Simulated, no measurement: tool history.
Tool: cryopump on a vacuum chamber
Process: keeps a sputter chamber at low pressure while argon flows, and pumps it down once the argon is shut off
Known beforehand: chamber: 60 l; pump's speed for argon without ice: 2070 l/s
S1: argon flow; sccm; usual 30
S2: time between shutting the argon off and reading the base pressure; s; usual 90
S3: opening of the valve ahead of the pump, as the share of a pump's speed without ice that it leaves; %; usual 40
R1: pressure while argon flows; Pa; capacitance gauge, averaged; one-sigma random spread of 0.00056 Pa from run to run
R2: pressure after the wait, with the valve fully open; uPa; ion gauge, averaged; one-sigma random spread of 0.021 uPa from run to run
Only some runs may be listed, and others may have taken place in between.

{"run": 1, "hour": 0.0, "S1": 30, "S2": 90, "S3": 40, "R1": 0.0634, "R2": 0.68}
{"run": 2, "hour": 20.9, "S1": 30, "S2": 90, "S3": 40, "R1": 0.0649, "R2": 0.69}
{"run": 3, "hour": 37.8, "S1": 30, "S2": 90, "S3": 40, "R1": 0.0643, "R2": 0.62}
{"run": 4, "hour": 53.4, "S1": 30, "S2": 90, "S3": 40, "R1": 0.0644, "R2": 0.66}
{"run": 5, "hour": 63.0, "S1": 30, "S2": 90, "S3": 40, "R1": 0.0642, "R2": 0.66}
{"run": 6, "hour": 81.8, "S1": 30, "S2": 90, "S3": 40, "R1": 0.065, "R2": 0.69}
{"run": 7, "hour": 99.9, "S1": 30, "S2": 90, "S3": 40, "R1": 0.064, "R2": 0.63}
{"run": 8, "hour": 117.0, "S1": 30, "S2": 283, "S3": 40, "R1": 0.0643, "R2": 0.48}
{"run": 9, "hour": 127.8, "S1": 30, "S2": 283, "S3": 40, "R1": 0.0647, "R2": 0.47}
{"run": 10, "hour": 144.7, "S1": 30, "S2": 283, "S3": 40, "R1": 0.0639, "R2": 0.43}
{"run": 11, "hour": 162.1, "S1": 30, "S2": 283, "S3": 40, "R1": 0.0642, "R2": 0.5}
{"run": 12, "hour": 180.0, "S1": 30, "S2": 98, "S3": 40, "R1": 0.0643, "R2": 0.68}
{"run": 13, "hour": 199.2, "S1": 30, "S2": 98, "S3": 40, "R1": 0.066, "R2": 0.7}
{"run": 14, "hour": 211.4, "S1": 30, "S2": 90, "S3": 40, "R1": 0.0655, "R2": 0.72}
{"run": 15, "hour": 225.2, "S1": 30, "S2": 90, "S3": 40, "R1": 0.0643, "R2": 0.66}
{"run": 16, "hour": 238.2, "S1": 30, "S2": 90, "S3": 44, "R1": 0.0601, "R2": 0.68}
{"run": 17, "hour": 258.5, "S1": 30, "S2": 90, "S3": 44, "R1": 0.0591, "R2": 0.66}
{"run": 18, "hour": 278.5, "S1": 41, "S2": 90, "S3": 24, "R1": 0.1458, "R2": 0.7}
{"run": 19, "hour": 293.1, "S1": 41, "S2": 90, "S3": 24, "R1": 0.145, "R2": 0.69}
{"run": 20, "hour": 311.4, "S1": 15, "S2": 101, "S3": 24, "R1": 0.0532, "R2": 0.69}
{"run": 21, "hour": 325.1, "S1": 20, "S2": 90, "S3": 40, "R1": 0.0447, "R2": 0.7}
{"run": 22, "hour": 344.4, "S1": 36, "S2": 69, "S3": 40, "R1": 0.0789, "R2": 0.82}
{"run": 23, "hour": 362.2, "S1": 30, "S2": 90, "S3": 28, "R1": 0.0929, "R2": 0.74}
{"run": 24, "hour": 374.2, "S1": 30, "S2": 90, "S3": 28, "R1": 0.0923, "R2": 0.72}
{"run": 25, "hour": 390.9, "S1": 30, "S2": 132, "S3": 18, "R1": 0.1393, "R2": 0.65}
{"run": 26, "hour": 404.3, "S1": 30, "S2": 132, "S3": 18, "R1": 0.1415, "R2": 0.61}
{"run": 27, "hour": 419.0, "S1": 30, "S2": 132, "S3": 18, "R1": 0.1415, "R2": 0.63}
{"run": 28, "hour": 430.9, "S1": 22, "S2": 90, "S3": 40, "R1": 0.0492, "R2": 0.75}
{"run": 29, "hour": 451.6, "S1": 41, "S2": 90, "S3": 15, "R1": 0.2312, "R2": 0.79}
{"run": 30, "hour": 462.1, "S1": 30, "S2": 90, "S3": 30, "R1": 0.0874, "R2": 0.77}
{"run": 31, "hour": 473.4, "S1": 20, "S2": 44, "S3": 40, "R1": 0.0439, "R2": 1.04}
{"run": 32, "hour": 485.2, "S1": 26, "S2": 24, "S3": 40, "R1": 0.0581, "R2": 1.53}
{"run": 33, "hour": 494.8, "S1": 15, "S2": 151, "S3": 28, "R1": 0.0465, "R2": 0.64}
{"run": 34, "hour": 508.8, "S1": 15, "S2": 151, "S3": 28, "R1": 0.047, "R2": 0.65}

A few steps of R1 between consecutive runs. Split each: what settings, incoming material and random variation would produce without the hidden state, and what is left over for the hidden state, along with gauge scatter present in only one of the two compared results (measured, and without hidden state):
What the log doesn't record here: pump's speed, % of a pump's without ice; cold plate's temperature, K; leak into the chamber, uPa l/s; drift of the gauge itself on working_pa, %; drift of the gauge itself on base_upa, %.
Run 19 -> 20: S1 41 -> 15, S2 90 -> 101. R1 -0.0918 Pa: hidden state -0.0036, all else -0.0882.
Run 21 -> 22: S1 20 -> 36, S2 90 -> 69. R1 +0.0342 Pa: hidden state +0.0026, all else +0.0316.
Run 27 -> 28: S1 30 -> 22, S2 132 -> 90, S3 18 -> 40. R1 -0.0923 Pa: hidden state -0.0013, all else -0.0910.
Run 28 -> 29: S1 22 -> 41, S3 40 -> 15. R1 +0.1820 Pa: hidden state +0.0036, all else +0.1784.
Run 29 -> 30: S1 41 -> 30, S3 15 -> 30. R1 -0.1438 Pa: hidden state -0.0020, all else -0.1418.
